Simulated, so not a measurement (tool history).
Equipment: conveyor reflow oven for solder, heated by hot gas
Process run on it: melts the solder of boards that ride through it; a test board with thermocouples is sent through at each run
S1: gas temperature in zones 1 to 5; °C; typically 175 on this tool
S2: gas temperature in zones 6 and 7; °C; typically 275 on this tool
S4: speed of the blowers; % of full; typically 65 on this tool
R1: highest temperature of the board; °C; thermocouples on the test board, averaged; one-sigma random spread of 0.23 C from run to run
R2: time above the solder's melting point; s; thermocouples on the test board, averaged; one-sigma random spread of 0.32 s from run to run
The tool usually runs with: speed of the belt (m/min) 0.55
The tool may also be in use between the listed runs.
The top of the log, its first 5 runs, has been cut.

{"run": 6, "day": 1.054, "S1": 175, "S2": 275, "speed of the belt (m/min)": 0.55, "S4": 65, "R1": 255.2, "R2": 59.2}
{"run": 7, "day": 1.35, "S1": 175, "S2": 275, "speed of the belt (m/min)": 0.55, "S4": 65, "R1": 254.9, "R2": 58.7}
{"run": 8, "day": 1.65, "S1": 175, "S2": 275, "speed of the belt (m/min)": 0.55, "S4": 65, "R1": 254.8, "R2": 59.1}
{"run": 9, "day": 1.921, "S1": 175, "S2": 275, "speed of the belt (m/min)": 0.55, "S4": 65, "R1": 254.7, "R2": 59}
{"run": 10, "day": 2.254, "S1": 175, "S2": 275, "speed of the belt (m/min)": 0.55, "S4": 65, "R1": 255, "R2": 58.8}
{"run": 11, "day": 2.588, "S1": 175, "S2": 275, "speed of the belt (m/min)": 0.55, "S4": 65, "R1": 255.1, "R2": 58.5}
{"run": 12, "day": 2.862, "S1": 175, "S2": 275, "speed of the belt (m/min)": 0.565, "S4": 65, "R1": 254.3, "R2": 56.3}
{"run": 13, "day": 3.233, "S1": 175, "S2": 275, "speed of the belt (m/min)": 0.55, "S4": 65, "R1": 254.8, "R2": 59}
{"run": 14, "day": 3.479, "S1": 161, "S2": 275, "speed of the belt (m/min)": 0.55, "S4": 65, "R1": 251.7, "R2": 52.2}
{"run": 15, "day": 3.721, "S1": 161, "S2": 275, "speed of the belt (m/min)": 0.55, "S4": 65, "R1": 251.7, "R2": 51.5}
{"run": 16, "day": 3.983, "S1": 172, "S2": 275, "speed of the belt (m/min)": 0.55, "S4": 65, "R1": 254.3, "R2": 57.6}
{"run": 17, "day": 4.262, "S1": 188, "S2": 265, "speed of the belt (m/min)": 0.55, "S4": 65, "R1": 249.1, "R2": 59.9}
{"run": 18, "day": 4.6, "S1": 188, "S2": 265, "speed of the belt (m/min)": 0.55, "S4": 65, "R1": 248.6, "R2": 59.8}
{"run": 19, "day": 4.833, "S1": 175, "S2": 275, "speed of the belt (m/min)": 0.55, "S4": 79, "R1": 258.8, "R2": 62.1}
{"run": 20, "day": 5.029, "S1": 180, "S2": 282, "speed of the belt (m/min)": 0.494, "S4": 89, "R1": 270.8, "R2": 78.8}
{"run": 21, "day": 5.312, "S1": 183, "S2": 284, "speed of the belt (m/min)": 0.55, "S4": 65, "R1": 263.5, "R2": 68}
{"run": 22, "day": 5.688, "S1": 183, "S2": 284, "speed of the belt (m/min)": 0.55, "S4": 65, "R1": 263.5, "R2": 68.2}
{"run": 23, "day": 5.883, "S1": 175, "S2": 284, "speed of the belt (m/min)": 0.55, "S4": 52, "R1": 257.3, "R2": 59.7}
{"run": 24, "day": 6.042, "S1": 183, "S2": 275, "speed of the belt (m/min)": 0.55, "S4": 65, "R1": 256.2, "R2": 62.8}
{"run": 25, "day": 6.262, "S1": 176, "S2": 264, "speed of the belt (m/min)": 0.55, "S4": 65, "R1": 245.3, "R2": 52}
{"run": 26, "day": 6.529, "S1": 176, "S2": 264, "speed of the belt (m/min)": 0.55, "S4": 65, "R1": 245.5, "R2": 51.2}
{"day": 6.775, "done": "flux residue cleaned out of gas plates and filters"}
{"run": 27, "day": 6.917, "S1": 176, "S2": 264, "speed of the belt (m/min)": 0.55, "S4": 65, "R1": 246.5, "R2": 53.9}
{"run": 28, "day": 7.112, "S1": 176, "S2": 264, "speed of the belt (m/min)": 0.55, "S4": 64, "R1": 246.5, "R2": 53.6}
{"run": 29, "day": 7.479, "S1": 176, "S2": 264, "speed of the belt (m/min)": 0.55, "S4": 64, "R1": 246.3, "R2": 52.9}
{"run": 30, "day": 7.712, "S1": 176, "S2": 264, "speed of the belt (m/min)": 0.55, "S4": 64, "R1": 246.5, "R2": 52.8}

3 ways to go on from here, each from the tool as it stands after run 30. What would each give?
{"run": "A", "day": 8.0, "S1": 163, "S2": 275, "speed of the belt (m/min)": 0.454, "S4": 74, "R1": "?", "R2": "?"}
{"run": "B", "day": 8.0, "S1": 176, "S2": 264, "speed of the belt (m/min)": 0.444, "S4": 78, "R1": "?", "R2": "?"}
{"run": "C", "day": 8.0, "S1": 175, "S2": 277, "speed of the belt (m/min)": 0.55, "S4": 65, "R1": "?", "R2": "?"}

run=A R1=262.6 R2=75.6
run=B R1=255.5 R2=77.7
run=C R1=257.1 R2=60.7
Had the tool no hidden state, the same runs would have come out as:
run=A R1=261.7 R2=73.7
run=B R1=254.6 R2=75.8
run=C R1=256.1 R2=59

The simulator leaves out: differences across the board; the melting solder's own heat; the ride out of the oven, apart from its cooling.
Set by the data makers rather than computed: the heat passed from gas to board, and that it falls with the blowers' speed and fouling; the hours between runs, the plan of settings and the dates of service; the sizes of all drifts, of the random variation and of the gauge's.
